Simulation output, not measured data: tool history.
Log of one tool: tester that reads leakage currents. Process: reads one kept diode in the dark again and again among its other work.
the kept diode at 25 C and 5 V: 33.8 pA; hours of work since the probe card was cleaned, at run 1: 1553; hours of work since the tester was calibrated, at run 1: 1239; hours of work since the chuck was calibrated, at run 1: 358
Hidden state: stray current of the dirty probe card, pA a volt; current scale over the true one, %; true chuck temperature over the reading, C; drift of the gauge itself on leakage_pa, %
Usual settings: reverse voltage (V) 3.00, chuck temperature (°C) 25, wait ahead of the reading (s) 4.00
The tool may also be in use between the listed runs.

run    hour  reverse voltage (V)  chuck temperature (°C)  wait ahead of the reading (s)  hours of work since the probe card was cleaned  hours of work since the tester was calibrated  hours of work since the chuck was calibrated  current that the tester gives (pA)
  1     0.0                 3.00                      25                           4.00                                            1553                                           1239                                           358                               26.95
  2   151.6                 3.00                      25                           4.00                                            1626                                           1312                                           432                               26.74
  3   235.8                 3.00                      25                           4.00                                            1667                                           1353                                           473                               26.81
  4   348.4                 3.00                      25                           4.00                                            1722                                           1408                                           528                               26.86
  5   418.8                 3.00                      25                           4.00                                            1756                                           1442                                           562                               26.78
  6   511.0                 1.03                      25                           4.00                                            1801                                           1487                                           607                               16.09
  7   608.2                 3.00                      40                           4.00                                            1848                                           1534                                           654                              101.21
  8   676.8                 1.69                      25                           4.00                                            1882                                           1568                                           687                               20.32
  9   824.8                 3.00                      25                           4.00                                            1954                                           1639                                           759                               26.89
 10   964.7                 3.00                      25                           4.00                                            2022                                           1707                                           827                               26.89
 11  1106.0                 3.00                      25                           4.00                                            2090                                           1776                                           896                               26.97
 12  1242.9                 3.00                      25                           4.00                                            2157                                           1843                                           962                               26.83
 13  1318.0                 3.00                      31                           4.00                                            2193                                           1879                                           999                               46.59
 14  1424.4                 3.00                      31                           4.00                                            2245                                           1931                                          1051                               46.10
 15  1559.8                 3.00                      31                           4.00                                            2311                                           1997                                          1116                               46.47
 16  1710.1                 3.00                      31                           4.00                                            2384                                           2070                                          1189                               46.34
 17  1800.5                 3.00                      31                           4.00                                            2428                                           2114                                          1233                               46.20
 18  1945.4                 2.22                      25                           4.00                                            2498                                           2184                                          1304                               23.14
 19  2038.7                 1.61                      54                           4.00                                            2544                                           2229                                          1349                              235.90
 20  2129.1                 3.18                      54                           4.00                                            2588                                           2273                                          1393                              324.80
 21  2241.5                 3.00                      25                           0.55                                            2642                                           2328                                          1448                               28.77
 22  2363.1                 3.00                      25                           6.23                                            2701                                           2387                                          1507                               26.78
     2435.3  -- probe card cleaned and baked
 23  2518.3                 1.63                      25                           0.73                                              40                                           2461                                          1581                               20.73
 24  2623.0                 1.63                      25                           0.73                                              91                                           2512                                          1632                               20.71
 25  2780.3                 1.63                      33                           1.28                                             168                                           2588                                          1708                               41.51
 26  2859.4                 1.63                      33                           1.28                                             206                                           2627                                          1747                               41.69
 27  2939.6                12.17                      32                           4.00                                             245                                           2666                                          1786                               99.20
 28  3018.1                 3.00                      49                           0.43                                             283                                           2704                                          1824                              216.28
 29  3139.6                13.60                      29                           0.43                                             342                                           2763                                          1883                               90.54
     3201.6  -- chuck's temperature calibrated
 30  3262.1                13.80                      29                           4.00                                             401                                           2822                                            29                               81.03
 31  3371.5                 9.15                      28                           0.33                                             454                                           2875                                            83                               70.06
 32  3488.1                 9.15                      28                           0.33                                             511                                           2931                                           139                               69.71
     3531.0  -- tester calibrated
 33  3575.7                 1.41                      25                           4.00                                             552                                             22                                           181                               18.67
 34  3674.0                 2.08                      38                           4.00                                             600                                             70                                           229                               72.14
 35  3777.9                17.32                      31                           5.59                                             651                                            120                                           279                              107.83
 36  3919.7                13.93                      31                           5.59                                             720                                            189                                           348                               97.14

Hidden state at the last listed run before each entry between runs and at the first one after, where it differs:
Between runs 22 and 23: probe card cleaned and baked (hour 2435.3)
  stray current of the dirty probe card, pA a volt: 0.027 -> 0.02
Between runs 29 and 30: chuck's temperature calibrated (hour 3201.6)
  no hidden state differs between the two runs
Between runs 32 and 33: tester calibrated (hour 3531.0)
  no hidden state differs between the two runs
